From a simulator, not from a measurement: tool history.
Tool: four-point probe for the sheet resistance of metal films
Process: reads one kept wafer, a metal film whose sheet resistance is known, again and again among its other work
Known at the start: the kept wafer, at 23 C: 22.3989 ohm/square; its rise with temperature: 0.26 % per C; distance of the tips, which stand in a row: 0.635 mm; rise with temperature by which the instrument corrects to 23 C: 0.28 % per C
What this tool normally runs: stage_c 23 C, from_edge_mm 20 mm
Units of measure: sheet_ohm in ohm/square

run   hour  stage_c  from_edge_mm  sheet_ohm
  1    0.0       23            20  22.403612
  2   10.3       23             4  22.693982
  3   21.3       23             4  22.695837
  4   31.9       23             4  22.697360
  5   47.0       23            22  22.401469
  6   58.5       23            20  22.409155
  7   67.2       23            20  22.400723
  8   84.4       23            20  22.406133
  9   96.7       23            20  22.404494
 10  111.2       23            20  22.400290
 11  120.2       23            20  22.410151
 12  130.2       23            20  22.417762
 13  143.7       23            20  22.402113
 14  157.0       23            20  22.411473
 15  165.2       23            20  22.415615
 16  182.3       23            20  22.413000
 17  195.6       23            20  22.414244
 18  203.0       23            20  22.411871
 19  213.3       23            23  22.407669
     214.8  -- stage's thermometer calibrated
 20  228.8       25            28  22.402825
 21  242.2       33            27  22.386292
 22  255.1       31            25  22.389113
 23  267.9       23             6  22.540518
     269.7  -- stage's thermometer calibrated, once more
 24  276.6       22            10  22.419628
 25  284.3       22            10  22.434783
 26  292.7       25            29  22.374348
 27  302.4       18            16  22.406088
 28  316.7       18            16  22.410766
 29  328.5       18            16  22.407726
 30  336.2       18            16  22.409962
 31  343.8       23            14  22.399553
 32  358.2       21            14  22.403903

Predict each of these 4 candidate next runs independently; none follows another, all start after run 32:
  A  369.2       28            34          ?
  B  369.2       26             3          ?
  C  369.2       20            65          ?
  D  369.2       21            22          ?

run  sheet_ohm
  A  22.366507
  B  22.902751
  C  22.385852
  D  22.387245
Without the tool's unlogged condition, the same runs would have read:
run  sheet_ohm
  A  22.387068
  B  22.923777
  C  22.406465
  D  22.407855
